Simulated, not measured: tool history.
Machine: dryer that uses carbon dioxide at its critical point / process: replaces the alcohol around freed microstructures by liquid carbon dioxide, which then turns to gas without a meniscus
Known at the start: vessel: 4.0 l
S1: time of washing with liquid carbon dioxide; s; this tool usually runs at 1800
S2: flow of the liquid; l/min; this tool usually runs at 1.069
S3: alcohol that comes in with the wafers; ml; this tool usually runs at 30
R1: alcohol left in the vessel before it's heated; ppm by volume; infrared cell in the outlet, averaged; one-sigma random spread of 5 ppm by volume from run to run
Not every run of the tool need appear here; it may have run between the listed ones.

run	day	S1	S2	S3	R1
1	0.000	1800	1.069	30	76
2	1.171	1800	1.730	30	71
3	1.842	1800	1.730	30	72
# day 2.008: inlet filter changed
4	2.404	1800	1.069	30	79
5	3.654	1800	1.069	30	73
6	4.825	1800	1.140	30	88
7	5.471	1800	1.140	30	88
8	6.479	1800	1.140	30	81
9	7.308	1800	0.670	30	155
10	8.321	1800	0.670	30	145
11	9.104	1800	1.069	30	92
12	10.158	1800	1.069	30	99
13	10.742	1380	1.069	30	121
14	11.638	1920	1.069	30	91
15	12.850	1800	1.170	30	100
16	13.667	2880	1.069	30	100
17	14.617	2880	1.450	30	99
18	15.142	1620	1.090	28	116
19	16.283	1500	1.030	79	176
20	17.021	1500	1.030	79	183
21	18.204	1500	1.030	79	189
22	19.317	1800	1.069	97	146
# day 19.558: inlet filter changed
23	19.950	1800	1.069	67	124
24	20.812	1800	1.069	31	107
25	21.629	2580	1.710	73	108

What does the tool deliver on the next run?
26	22.575	1440	1.350	44	?

{"run 26": {"R1": 127}}
The same run, on a tool lacking any hidden state, would have yielded R1 15 ppm by volume.
